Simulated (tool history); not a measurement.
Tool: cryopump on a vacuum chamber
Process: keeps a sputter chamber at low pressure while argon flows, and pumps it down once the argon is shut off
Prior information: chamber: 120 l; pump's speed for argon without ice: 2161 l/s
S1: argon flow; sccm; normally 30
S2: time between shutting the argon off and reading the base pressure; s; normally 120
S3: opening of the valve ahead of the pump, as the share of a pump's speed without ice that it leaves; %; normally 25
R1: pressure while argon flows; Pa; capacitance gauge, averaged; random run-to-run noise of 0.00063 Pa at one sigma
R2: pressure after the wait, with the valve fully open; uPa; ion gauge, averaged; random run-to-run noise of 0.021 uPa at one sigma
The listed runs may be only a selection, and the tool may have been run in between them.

Run 1, hour 0.0: usual settings. Result: R1 0.1012 Pa, R2 2.07 uPa.
Run 2, hour 24.6: usual settings. Result: R1 0.1021 Pa, R2 2.04 uPa.
Run 3, hour 52.1: usual settings but S2 40 s. Result: R1 0.1032 Pa, R2 2.62 uPa.
Run 4, hour 63.5: usual settings but S2 40 s. Result: R1 0.1026 Pa, R2 2.58 uPa.
Run 5, hour 82.8: usual settings. Result: R1 0.1038 Pa, R2 2.24 uPa.
Run 6, hour 97.3: usual settings. Result: R1 0.1028 Pa, R2 2.25 uPa.
Run 7, hour 116.0: usual settings. Result: R1 0.1039 Pa, R2 2.26 uPa.
Run 8, hour 135.7: usual settings. Result: R1 0.1041 Pa, R2 2.37 uPa.
Run 9, hour 157.2: usual settings but S1 27 sccm, S2 118 s. Result: R1 0.0943 Pa, R2 2.42 uPa.
Run 10, hour 181.6: usual settings but S1 27 sccm, S2 118 s. Result: R1 0.0952 Pa, R2 2.41 uPa.
Run 11, hour 199.2: usual settings but S1 44 sccm. Result: R1 0.1555 Pa, R2 2.45 uPa.
Run 12, hour 216.9: usual settings but S1 48 sccm, S2 43 s, S3 28 %. Result: R1 0.1542 Pa, R2 2.91 uPa.
Run 13, hour 230.3: usual settings but S1 24 sccm, S2 252 s, S3 50 %. Result: R1 0.0468 Pa, R2 2.45 uPa.
At hour 252.0: pump warmed up, emptied and cooled again.
Run 14, hour 252.0: usual settings but S2 35 s, S3 28 %. Result: R1 0.0840 Pa, R2 2.34 uPa.
Run 15, hour 274.6: usual settings but S2 35 s, S3 28 %. Result: R1 0.0849 Pa, R2 2.26 uPa.

Expected results for the next run?
Run 16, hour 302.3: usual settings but S2 96 s, S3 26 %. Result: R1 ?, R2 ?.

R1: 0.0897 Pa
R2: 1.88 uPa
Take away the tool's hidden state, keep the run-to-run variation as it was, and the same run would have given R1 0.0886 Pa, R2 0.41 uPa.

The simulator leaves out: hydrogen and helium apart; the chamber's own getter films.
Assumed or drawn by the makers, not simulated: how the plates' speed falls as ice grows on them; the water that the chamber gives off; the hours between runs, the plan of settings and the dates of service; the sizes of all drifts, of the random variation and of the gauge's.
